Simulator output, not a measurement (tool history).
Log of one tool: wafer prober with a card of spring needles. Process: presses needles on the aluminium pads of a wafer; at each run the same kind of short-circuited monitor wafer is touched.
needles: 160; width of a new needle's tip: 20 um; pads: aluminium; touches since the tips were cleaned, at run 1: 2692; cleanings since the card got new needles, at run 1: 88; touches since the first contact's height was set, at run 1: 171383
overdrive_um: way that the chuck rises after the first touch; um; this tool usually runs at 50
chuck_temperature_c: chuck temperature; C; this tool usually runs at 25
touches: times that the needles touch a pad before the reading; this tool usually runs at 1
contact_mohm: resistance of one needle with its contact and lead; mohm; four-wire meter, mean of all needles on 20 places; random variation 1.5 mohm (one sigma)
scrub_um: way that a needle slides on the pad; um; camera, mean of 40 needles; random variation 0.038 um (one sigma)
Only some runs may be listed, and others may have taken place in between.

run   hour  overdrive_um  chuck_temperature_c  touches  touches since the tips were cleaned  cleanings since the card got new needles  touches since the first contact's height was set  contact_mohm  scrub_um
  1      0            50                   25        1                                 2692                                        88                                            171383           143     12.05
       7.9  -- tips cleaned on abrasive film
      20.2  -- tips cleaned on abrasive film
      31.8  -- tips cleaned on abrasive film
  2   31.8            50                   25        1                                    0                                        91                                            187944           141     12.13
      33.7  -- height of the first contact set anew
      45.8  -- tips cleaned on abrasive film
  3   56.5            50                   25        1                                 5654                                        92                                             11973           144      12.1
      58.5  -- tips cleaned on abrasive film
      69.9  -- tips cleaned on abrasive film
  4   70.2            50                   25        1                                  119                                        94                                             19052           143     12.11
      82.9  -- tips cleaned on abrasive film
  5   89.1            50                   25        1                                 3264                                        95                                             28941           142     12.15
      95.6  -- tips cleaned on abrasive film
     107.9  -- tips cleaned on abrasive film
  6  116.9            50                   25        1                                 4750                                        97                                             43492           145     12.21
     119.7  -- tips cleaned on abrasive film
       131  -- tips cleaned on abrasive film
  7  138.1            50                   25        1                                 3758                                        99                                             54552           144     12.25
     142.5  -- tips cleaned on abrasive film
     154.9  -- tips cleaned on abrasive film
  8  164.7            50                   25        1                                 5184                                       101                                             68476           145     12.33
     166.6  -- tips cleaned on abrasive film
     178.4  -- tips cleaned on abrasive film
     191.6  -- tips cleaned on abrasive film
  9  197.3            50                   25        1                                 2998                                       104                                             85477           145     12.32
     203.6  -- tips cleaned on abrasive film
       216  -- tips cleaned on abrasive film
       229  -- tips cleaned on abrasive film
 10    229            50                   25        1                                    0                                       107                                            102001           144     12.42
     240.8  -- tips cleaned on abrasive film
 11  248.8            50                   25        1                                 4213                                       108                                            112347           145     12.38
     254.1  -- tips cleaned on abrasive film
     266.2  -- gauge calibrated
     266.3  -- tips cleaned on abrasive film
       279  -- tips cleaned on abrasive film
 12  281.9            50                   25        1                                 1505                                       111                                            129629           145     12.11
       291  -- tips cleaned on abrasive film
 13  299.8            64                   25        1                                 4628                                       112                                            138972           140      15.5
     304.2  -- tips cleaned on abrasive film
 14  313.4            64                   25        1                                 4827                                       113                                            146095           141     15.57
     316.8  -- tips cleaned on abrasive film
       330  -- tips cleaned on abrasive film
     342.8  -- tips cleaned on abrasive film
 15    343            64                   25        1                                  136                                       116                                            161551           144     15.58
       356  -- tips cleaned on abrasive film
 16  360.6            56                   25        1                                 2414                                       117                                            170720           142     13.63
     369.4  -- tips cleaned on abrasive film
     381.7  -- tips cleaned on abrasive film
 17  384.9            43                  101        3                                 1661                                       119                                            183425           160     10.53
     393.6  -- tips cleaned on abrasive film
     395.7  -- height of the first contact set anew
 18  404.5            43                   26        1                                 5565                                       120                                              4604           146     10.53
     406.7  -- tips cleaned on abrasive film
     418.7  -- tips cleaned on abrasive film
 19  418.7            43                   26        1                                    0                                       122                                             12005           147     10.51
     432.1  -- tips cleaned on abrasive film
     445.3  -- tips cleaned on abrasive film
 20  451.5            52                   25        1                                 3240                                       124                                             29150           144     12.77
     458.7  -- tips cleaned on abrasive film
     472.2  -- tips cleaned on abrasive film
 21  482.6            52                   25        2                                 5473                                       126                                             45421           142     12.81
     484.2  -- tips cleaned on abrasive film
     495.8  -- tips cleaned on abrasive film
 22  497.2            47                   39        2                                  752                                       128                                             53025           149     11.63
     508.8  -- tips cleaned on abrasive film
 23  511.6            35                   41        1                                 1484                                       129                                             60546           154      8.69
     520.4  -- tips cleaned on abrasive film
 24  527.2            64                   77        1                                 3539                                       130                                             68674           150     15.95
       534  -- tips cleaned on abrasive film
     547.4  -- tips cleaned on abrasive film
     559.1  -- tips cleaned on abrasive film
 25  559.1            45                   41        1                                    0                                       133                                             85324           148     11.21
     571.4  -- tips cleaned on abrasive film
     583.4  -- tips cleaned on abrasive film
 26  587.5            65                   25        2                                 2137                                       135                                            100169           140     16.25
     595.6  -- tips cleaned on abrasive film
     607.9  -- tips cleaned on abrasive film
 27  616.8            65                   25        2                                 4708                                       137                                            115499           140      16.3
     619.6  -- tips cleaned on abrasive film
     632.5  -- tips cleaned on abrasive film
     644.1  -- tips cleaned on abrasive film
 28  645.2            51                   26        1                                  604                                       140                                            130316           144     12.76
     656.4  -- tips cleaned on abrasive film
 29  661.1            35                   60        2                                 2498                                       141                                            138625           155      8.78

How would selected steps in scrub_um from run to run divide? Give the signed amount a tool lacking its hidden state would still show from settings, what came in and random variation, and the signed amount left for the hidden state, including any gauge scatter that is not in both of the compared results.
Hidden state at play: debris on the tips, nm; way that the needles fall short of the set height, um; tips' diameter, um; drift of the gauge itself on contact_mohm, %; drift of the gauge itself on scrub_um, %.
Run 11 -> 12: tips cleaned on abrasive film, gauge calibrated, tips cleaned on abrasive film, tips cleaned on abrasive film. scrub_um -0.27 um: hidden state -0.27, all else +0.
Run 23 -> 24: overdrive_um 35 -> 64, chuck_temperature_c 41 -> 77, tips cleaned on abrasive film. scrub_um +7.26 um: hidden state +0.19, all else +7.07.
Run 25 -> 26: overdrive_um 45 -> 65, chuck_temperature_c 41 -> 25, touches 1 -> 2, tips cleaned on abrasive film, tips cleaned on abrasive film. scrub_um +5.04 um: hidden state +0.17, all else +4.87.
